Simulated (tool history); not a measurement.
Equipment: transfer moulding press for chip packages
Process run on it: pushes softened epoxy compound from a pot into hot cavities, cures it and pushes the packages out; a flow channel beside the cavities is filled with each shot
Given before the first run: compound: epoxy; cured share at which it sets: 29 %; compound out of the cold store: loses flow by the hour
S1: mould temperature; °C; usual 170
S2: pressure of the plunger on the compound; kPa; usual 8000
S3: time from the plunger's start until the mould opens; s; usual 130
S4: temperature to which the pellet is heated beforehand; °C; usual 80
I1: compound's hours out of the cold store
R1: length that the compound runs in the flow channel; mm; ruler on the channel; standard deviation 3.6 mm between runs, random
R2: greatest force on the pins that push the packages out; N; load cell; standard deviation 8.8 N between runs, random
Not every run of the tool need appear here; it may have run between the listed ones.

run   hour   S1    S2   S3  S4    I1   R1   R2
  1      0  170  8000  130  80  43.7  673  402
  2   31.3  170  8000  130  80  14.4  755  510
      67.9  -- cavities cleaned with cleaning compound and waxed
  3   80.8  170  8000  130  80  33.9  697  437
     136.9  -- plunger's sealing rings changed
     141.2  -- cavities cleaned with cleaning compound and waxed
  4  141.2  170  8000  130  80  27.9  738  404
  5  168.9  170  8000  130  80  46.4  682  487
     210.8  -- cavities cleaned with cleaning compound and waxed
  6  210.8  170  8000  130  80  43.1  693  391
  7  264.7  170  8000  153  80  26.2  740  521
     283.8  -- cavities cleaned with cleaning compound and waxed
  8  292.5  170  8000  136  80  20.5  748  419
  9  338.9  175  8000  130  82  13.1  753  502
     355.4  -- cavities cleaned with cleaning compound and waxed
 10  389.1  176  7570  130  82  10.7  732  469

Branching from run 10: 5 alternative next runs. What would each branch give?
       426  -- cavities cleaned with cleaning compound and waxed
  A  438.4  167  6000  120  82  34.9   ?   ?
       426  -- cavities cleaned with cleaning compound and waxed
  B  438.4  170  8000  132  80  17.5   ?   ?
       426  -- cavities cleaned with cleaning compound and waxed
  C  438.4  176  7520  130  82  40.2   ?   ?
       426  -- cavities cleaned with cleaning compound and waxed
  D  438.4  176  9640  130  82  11.8   ?   ?
       426  -- cavities cleaned with cleaning compound and waxed
  E  438.4  176  7570  130  78  41.3   ?   ?

run   R1   R2
  A  614  536
  B  757  443
  C  642  402
  D  816  399
  E  648  399
Without the tool's hidden state the same runs would have given:
run   R1   R2
  A  634  457
  B  783  389
  C  665  360
  D  845  357
  E  670  356

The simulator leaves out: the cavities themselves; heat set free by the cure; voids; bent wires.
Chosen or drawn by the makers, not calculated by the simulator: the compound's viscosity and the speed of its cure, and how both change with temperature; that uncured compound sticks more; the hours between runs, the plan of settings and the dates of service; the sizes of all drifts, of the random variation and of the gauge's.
